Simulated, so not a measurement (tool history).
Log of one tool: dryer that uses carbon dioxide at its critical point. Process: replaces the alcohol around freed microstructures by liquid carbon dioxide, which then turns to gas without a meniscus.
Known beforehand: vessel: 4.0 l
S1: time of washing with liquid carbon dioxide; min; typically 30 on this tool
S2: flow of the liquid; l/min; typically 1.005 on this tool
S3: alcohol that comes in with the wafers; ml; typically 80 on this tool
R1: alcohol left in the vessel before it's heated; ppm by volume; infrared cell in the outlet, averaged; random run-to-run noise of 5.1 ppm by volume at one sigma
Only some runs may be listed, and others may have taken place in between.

run	hour	S1	S2	S3	R1
1	0	30	1.005	80	271
2	50.3	30	1.2	80	177
3	75.4	30	1.2	80	191
4	112.7	30	1.2	80	195
5	146.8	25	1.005	80	513
6	174.2	25	1.005	80	512
# hour 192.1: inlet filter changed
7	219.6	30	1.005	80	204
8	271.5	30	1.005	80	220
9	300.8	30	1.005	80	215
10	345.5	30	1.38	80	164
11	390.1	30	1.38	80	155
12	423.3	30	1.38	80	171
13	452.4	30	1.38	80	162
14	484.1	30	1.38	80	170
15	542.9	30	1.38	80	178
16	598.6	30	1.38	80	181
17	630.3	30	1.38	80	180
18	677	30	1.005	98	278
19	727.3	30	1.005	98	296
20	786.1	27	1.005	98	390
21	842.6	27	1.005	98	410
22	899.2	27	1.005	98	418
23	951.1	27	1.005	98	439
24	995.9	30	1.005	109	357
25	1050.8	27	1.005	29	263
26	1109.3	23	1.005	80	622
27	1140.1	30	1.005	25	245
28	1179.8	30	1.24	76	249
29	1208.2	42	1.51	105	210
30	1264.9	42	0.96	30	225
31	1290.7	42	0.96	30	217
32	1325	20	1.005	80	982
# hour 1338.8: purifier's bed changed
33	1357.3	26	1.005	64	244
34	1387.7	21	0.69	45	1101
35	1419.9	21	0.79	47	876
# hour 1442.4: inlet filter changed
36	1448.5	21	0.79	47	528
37	1495	19	1.07	21	129
38	1552.6	29	0.64	63	541
39	1602.5	29	1.1	42	52
40	1634.5	20	0.69	96	1947
41	1658.6	20	0.69	96	1942
42	1698.2	42	0.63	76	193
43	1744.6	42	0.63	96	236
44	1779.5	24	0.71	21	269
45	1827.9	24	0.71	21	298
46	1853.1	24	0.93	105	513
47	1908.4	26	1.31	67	83

Each run again, without the hidden state but with its own random variation kept:
Hidden conditions of the tool in this case: flow that reaches the vessel past the clogged filter, %; alcohol in the recycled carbon dioxide, ppm; drift of the gauge itself on alcohol_ppm, %.
run	R1
1	63
2	15
3	26
4	26
5	170
6	166
7	68
8	75
9	67
10	18
11	4
12	16
13	5
14	15
15	21
16	14
17	13
18	77
19	83
20	145
21	143
22	146
23	152
24	92
25	39
26	241
27	22
28	23
29	1
30	11
31	1
32	435
33	112
34	703
35	521
36	505
37	111
38	486
39	28
40	1764
41	1745
42	139
43	165
44	201
45	220
46	370
47	30

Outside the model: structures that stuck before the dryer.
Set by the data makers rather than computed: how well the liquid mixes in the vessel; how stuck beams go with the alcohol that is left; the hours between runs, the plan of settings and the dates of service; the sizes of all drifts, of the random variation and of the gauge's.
